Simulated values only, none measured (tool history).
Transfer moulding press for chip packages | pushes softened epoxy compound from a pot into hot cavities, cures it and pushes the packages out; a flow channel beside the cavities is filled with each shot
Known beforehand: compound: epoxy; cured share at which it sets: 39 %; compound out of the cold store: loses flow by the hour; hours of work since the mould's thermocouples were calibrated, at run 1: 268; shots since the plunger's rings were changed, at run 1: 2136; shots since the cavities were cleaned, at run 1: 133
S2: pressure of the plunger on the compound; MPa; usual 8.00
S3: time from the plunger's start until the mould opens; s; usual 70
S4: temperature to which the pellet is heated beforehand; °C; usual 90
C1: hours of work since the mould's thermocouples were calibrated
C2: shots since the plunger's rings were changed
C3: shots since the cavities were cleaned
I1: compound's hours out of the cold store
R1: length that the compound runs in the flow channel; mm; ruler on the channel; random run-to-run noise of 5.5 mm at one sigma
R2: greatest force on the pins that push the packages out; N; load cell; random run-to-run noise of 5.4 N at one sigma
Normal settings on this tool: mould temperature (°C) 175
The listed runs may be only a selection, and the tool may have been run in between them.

run 1 hour=0.0 | mould_temperature_(°C)=175 S2=8.00 S3=70 S4=90 | C1=268 C2=2136 C3=133 | I1=18.0 | R1=611 R2=185
run 2 hour=15.1 | mould_temperature_(°C)=175 S2=8.00 S3=70 S4=90 | C1=277 C2=2355 C3=352 | I1=26.9 | R1=597 R2=175
-- hour=27.3 cavities cleaned with cleaning compound and waxed
run 3 hour=43.8 | mould_temperature_(°C)=175 S2=8.00 S3=70 S4=90 | C1=295 C2=2749 C3=239 | I1=10.3 | R1=652 R2=194
run 4 hour=59.0 | mould_temperature_(°C)=178 S2=8.00 S3=70 S4=90 | C1=304 C2=2969 C3=459 | I1=25.4 | R1=598 R2=171
-- hour=63.1 cavities cleaned with cleaning compound and waxed
run 5 hour=77.7 | mould_temperature_(°C)=178 S2=8.00 S3=70 S4=90 | C1=316 C2=3218 C3=212 | I1=34.0 | R1=572 R2=181
-- hour=98.2 cavities cleaned with cleaning compound and waxed
run 6 hour=109.4 | mould_temperature_(°C)=175 S2=8.00 S3=70 S4=90 | C1=335 C2=3655 C3=162 | I1=45.0 | R1=553 R2=181
-- hour=132.3 cavities cleaned with cleaning compound and waxed
run 7 hour=137.2 | mould_temperature_(°C)=173 S2=9.00 S3=51 S4=96 | C1=352 C2=4036 C3=71 | I1=28.9 | R1=634 R2=382
run 8 hour=160.2 | mould_temperature_(°C)=173 S2=9.00 S3=92 S4=92 | C1=367 C2=4369 C3=404 | I1=14.0 | R1=686 R2=165
-- hour=166.5 cavities cleaned with cleaning compound and waxed
run 9 hour=178.4 | mould_temperature_(°C)=178 S2=8.00 S3=84 S4=90 | C1=377 C2=4610 C3=172 | I1=20.1 | R1=608 R2=161
-- hour=202.6 cavities cleaned with cleaning compound and waxed
run 10 hour=210.0 | mould_temperature_(°C)=175 S2=6.89 S3=91 S4=87 | C1=397 C2=5046 C3=107 | I1=15.6 | R1=587 R2=162
-- hour=228.5 mould's thermocouples calibrated
-- hour=239.1 cavities cleaned with cleaning compound and waxed
run 11 hour=240.7 | mould_temperature_(°C)=179 S2=8.00 S3=103 S4=90 | C1=7 C2=5439 C3=22 | I1=35.1 | R1=569 R2=147

Alternative continuations, all from the tool just after run 11; predict every row:
-- hour=249.5 plunger's sealing rings changed
run A hour=261.0 | mould_temperature_(°C)=169 S2=6.92 S3=70 S4=90 | C1=18 C2=167 C3=281 | I1=17.2 | R1=? R2=?
-- hour=249.5 plunger's sealing rings changed
run B hour=261.0 | mould_temperature_(°C)=178 S2=9.50 S3=103 S4=90 | C1=18 C2=167 C3=281 | I1=33.7 | R1=? R2=?
-- hour=249.5 plunger's sealing rings changed
run C hour=261.0 | mould_temperature_(°C)=179 S2=9.81 S3=61 S4=91 | C1=18 C2=167 C3=281 | I1=43.7 | R1=? R2=?
-- hour=249.5 plunger's sealing rings changed
run D hour=261.0 | mould_temperature_(°C)=182 S2=6.15 S3=70 S4=86 | C1=18 C2=167 C3=281 | I1=35.4 | R1=? R2=?
-- hour=249.5 plunger's sealing rings changed
run E hour=261.0 | mould_temperature_(°C)=175 S2=8.00 S3=79 S4=90 | C1=18 C2=167 C3=281 | I1=37.5 | R1=? R2=?

run=A R1=601 R2=267
run=B R1=633 R2=157
run=C R1=604 R2=176
run=D R1=494 R2=169
run=E R1=573 R2=164
Stripped of hidden state, with their random variation kept, the same runs would have yielded:
run=A R1=601 R2=265
run=B R1=633 R2=156
run=C R1=604 R2=174
run=D R1=494 R2=168
run=E R1=573 R2=163

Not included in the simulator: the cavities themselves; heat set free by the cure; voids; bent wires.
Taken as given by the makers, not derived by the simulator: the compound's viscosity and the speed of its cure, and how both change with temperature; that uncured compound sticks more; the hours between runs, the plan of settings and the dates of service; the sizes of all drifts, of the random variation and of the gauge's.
